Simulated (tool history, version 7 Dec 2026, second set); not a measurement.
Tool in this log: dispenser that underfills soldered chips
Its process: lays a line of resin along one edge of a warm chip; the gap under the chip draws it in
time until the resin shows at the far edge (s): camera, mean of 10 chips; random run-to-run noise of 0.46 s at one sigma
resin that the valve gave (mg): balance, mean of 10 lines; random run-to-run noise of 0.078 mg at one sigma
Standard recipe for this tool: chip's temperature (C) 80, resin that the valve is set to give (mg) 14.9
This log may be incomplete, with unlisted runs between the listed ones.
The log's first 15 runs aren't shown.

run,day,chip's temperature (C),resin that the valve is set to give (mg),hours of work since the syringe was changed,hours of work since the valve was cleaned,hours of work since the stage was calibrated,time until the resin shows at the far edge (s),resin that the valve gave (mg)
16,1.762,80,14.9,4,112,135,45.2,14.46
17,1.862,79,14.9,6,114,136,51.2,14.30
# day 1.888: new syringe of resin
18,2.038,79,14.9,3,117,139,41.9,14.35
19,2.192,79,13.3,5,120,142,50.1,12.81
# day 2.254: new syringe of resin
20,2.338,82,16.6,1,122,144,33.9,16.03
21,2.458,80,16.0,4,124,147,42.7,15.44
22,2.583,80,17.5,6,127,149,48.0,16.83
# day 2.625: new syringe of resin
23,2.729,80,17.5,2,129,151,37.8,16.67
# day 2.900: dispensing valve cleaned and set on the balance
24,2.971,80,17.5,5,1,155,45.9,17.50
# day 3.033: new syringe of resin
25,3.138,80,17.5,2,4,158,37.6,17.44
26,3.267,80,17.5,4,6,160,42.6,17.60
# day 3.400: new syringe of resin
27,3.421,78,13.8,0,9,162,38.6,13.82
28,3.604,83,18.2,4,12,166,37.1,18.15
# day 3.775: new syringe of resin
29,3.796,77,14.7,0,15,169,39.3,14.74
30,3.942,77,14.7,3,18,172,47.3,14.65
31,4.025,77,14.7,4,19,173,50.4,14.60
# day 4.146: new syringe of resin
32,4.208,90,17.8,1,23,176,25.3,17.77
33,4.342,76,13.1,3,25,178,50.0,13.04
34,4.446,67,15.5,5,27,180,73.7,15.42
# day 4.517: new syringe of resin
35,4.550,93,15.3,1,28,182,22.2,15.18
36,4.642,93,13.0,2,30,184,25.6,12.91

4 ways to go on from here, each from the tool as it stands after run 36. What would each give?
A,4.746,83,18.3,4,32,186,?,?
B,4.746,79,12.8,4,32,186,?,?
C,4.746,67,13.7,4,32,186,?,?
D,4.746,75,17.9,4,32,186,?,?

run,time until the resin shows at the far edge (s),resin that the valve gave (mg)
A,37.6,18.12
B,45.4,12.63
C,69.2,13.55
D,49.9,17.65
Without the tool's hidden state the same runs would have given:
run,time until the resin shows at the far edge (s),resin that the valve gave (mg)
A,30.8,18.26
B,37.0,12.73
C,56.7,13.66
D,41.0,17.80

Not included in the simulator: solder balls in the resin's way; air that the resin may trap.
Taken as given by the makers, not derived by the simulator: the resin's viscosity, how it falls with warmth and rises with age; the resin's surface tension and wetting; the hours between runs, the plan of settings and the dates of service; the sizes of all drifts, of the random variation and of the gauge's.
